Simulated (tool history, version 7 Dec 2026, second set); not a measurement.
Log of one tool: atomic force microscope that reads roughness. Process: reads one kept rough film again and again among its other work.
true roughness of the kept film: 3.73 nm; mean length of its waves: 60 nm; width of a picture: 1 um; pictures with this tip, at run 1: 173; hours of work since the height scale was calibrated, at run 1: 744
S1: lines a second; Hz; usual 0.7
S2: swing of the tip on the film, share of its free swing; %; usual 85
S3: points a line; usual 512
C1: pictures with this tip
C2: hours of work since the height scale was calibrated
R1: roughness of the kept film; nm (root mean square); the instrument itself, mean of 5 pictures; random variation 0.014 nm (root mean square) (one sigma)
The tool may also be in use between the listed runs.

run 1 hour=0 | S1=0.7 S2=85 S3=512 | C1=173 C2=744 | R1=3.431
-- hour=66.6 new tip fitted
run 2 hour=75 | S1=0.7 S2=85 S3=512 | C1=8 C2=784 | R1=3.434
run 3 hour=117.8 | S1=1.345 S2=85 S3=512 | C1=50 C2=808 | R1=3.265
run 4 hour=154.5 | S1=1.345 S2=85 S3=512 | C1=86 C2=828 | R1=3.228
run 5 hour=210.6 | S1=1.345 S2=85 S3=512 | C1=141 C2=859 | R1=3.242
run 6 hour=277.2 | S1=0.7 S2=85 S3=512 | C1=206 C2=895 | R1=3.427
-- hour=311.1 new tip fitted
run 7 hour=323.9 | S1=0.7 S2=85 S3=512 | C1=12 C2=920 | R1=3.387
run 8 hour=369.3 | S1=0.7 S2=85 S3=331 | C1=57 C2=945 | R1=3.435
run 9 hour=440.3 | S1=0.7 S2=85 S3=937 | C1=126 C2=984 | R1=3.422
run 10 hour=508.7 | S1=0.7 S2=85 S3=937 | C1=193 C2=1022 | R1=3.426
-- hour=553.7 new tip fitted
run 11 hour=568 | S1=0.7 S2=85 S3=937 | C1=14 C2=1054 | R1=3.444
run 12 hour=607.5 | S1=0.7 S2=85 S3=937 | C1=53 C2=1075 | R1=3.426
run 13 hour=680.5 | S1=0.7 S2=85 S3=937 | C1=124 C2=1115 | R1=3.429
-- hour=688.5 height scale calibrated on a step standard
run 14 hour=741.8 | S1=0.7 S2=85 S3=937 | C1=183 C2=29 | R1=3.383
-- hour=796.8 new tip fitted
run 15 hour=796.8 | S1=0.7 S2=85 S3=512 | C1=0 C2=59 | R1=3.451
run 16 hour=849.5 | S1=0.7 S2=90 S3=512 | C1=52 C2=88 | R1=3.363
run 17 hour=912.1 | S1=0.7 S2=85 S3=512 | C1=113 C2=122 | R1=3.399
run 18 hour=987.6 | S1=0.7 S2=75 S3=512 | C1=187 C2=163 | R1=3.497
run 19 hour=1023.8 | S1=0.7 S2=75 S3=512 | C1=223 C2=183 | R1=3.506
-- hour=1040 new tip fitted
run 20 hour=1103.3 | S1=0.7 S2=65 S3=512 | C1=62 C2=227 | R1=3.564
run 21 hour=1139.7 | S1=1.912 S2=71 S3=512 | C1=98 C2=246 | R1=3.36
run 22 hour=1191.9 | S1=1.302 S2=89 S3=773 | C1=149 C2=275 | R1=3.18
run 23 hour=1236 | S1=1.302 S2=89 S3=773 | C1=192 C2=299 | R1=3.175
-- hour=1282.7 new tip fitted
run 24 hour=1313.1 | S1=0.751 S2=81 S3=711 | C1=30 C2=341 | R1=3.455
run 25 hour=1357.7 | S1=0.751 S2=81 S3=711 | C1=74 C2=365 | R1=3.457
run 26 hour=1398.5 | S1=0.7 S2=85 S3=387 | C1=114 C2=388 | R1=3.391
run 27 hour=1459.3 | S1=3.104 S2=89 S3=593 | C1=173 C2=421 | R1=2.713
run 28 hour=1499.4 | S1=3.115 S2=85 S3=517 | C1=212 C2=443 | R1=2.835
-- hour=1525.3 new tip fitted
run 29 hour=1541.1 | S1=3.115 S2=85 S3=517 | C1=16 C2=466 | R1=2.835
run 30 hour=1578.4 | S1=1.009 S2=69 S3=339 | C1=52 C2=486 | R1=3.51
run 31 hour=1622.5 | S1=1.009 S2=69 S3=339 | C1=95 C2=510 | R1=3.519
run 32 hour=1700 | S1=0.914 S2=68 S3=339 | C1=171 C2=553 | R1=3.49
run 33 hour=1750.6 | S1=0.914 S2=68 S3=339 | C1=221 C2=580 | R1=3.477
-- hour=1765.5 new tip fitted
run 34 hour=1782.8 | S1=3.66 S2=85 S3=782 | C1=17 C2=598 | R1=2.735
run 35 hour=1842.5 | S1=0.634 S2=57 S3=782 | C1=75 C2=630 | R1=3.606
run 36 hour=1921.2 | S1=2.137 S2=83 S3=512 | C1=152 C2=673 | R1=3.084
run 37 hour=1970.1 | S1=1.961 S2=85 S3=716 | C1=200 C2=700 | R1=3.087
-- hour=2008.3 new tip fitted
run 38 hour=2038.5 | S1=2.74 S2=78 S3=512 | C1=30 C2=737 | R1=3.091
run 39 hour=2084.8 | S1=1.327 S2=68 S3=512 | C1=75 C2=763 | R1=3.499
run 40 hour=2120.5 | S1=0.7 S2=81 S3=512 | C1=110 C2=782 | R1=3.464

4 ways to go on from here, each from the tool as it stands after run 40. What would each give?
run A hour=2184.3 | S1=0.59 S2=69 S3=696 | C1=172 C2=817 | R1=?
run B hour=2184.3 | S1=0.7 S2=59 S3=512 | C1=172 C2=817 | R1=?
run C hour=2184.3 | S1=0.545 S2=73 S3=316 | C1=172 C2=817 | R1=?
run D hour=2184.3 | S1=0.7 S2=56 S3=368 | C1=172 C2=817 | R1=?

run=A R1=3.525
run=B R1=3.602
run=C R1=3.548
run=D R1=3.599
Without the tool's hidden state the same runs would have given:
run=A R1=3.528
run=B R1=3.606
run=C R1=3.552
run=D R1=3.602
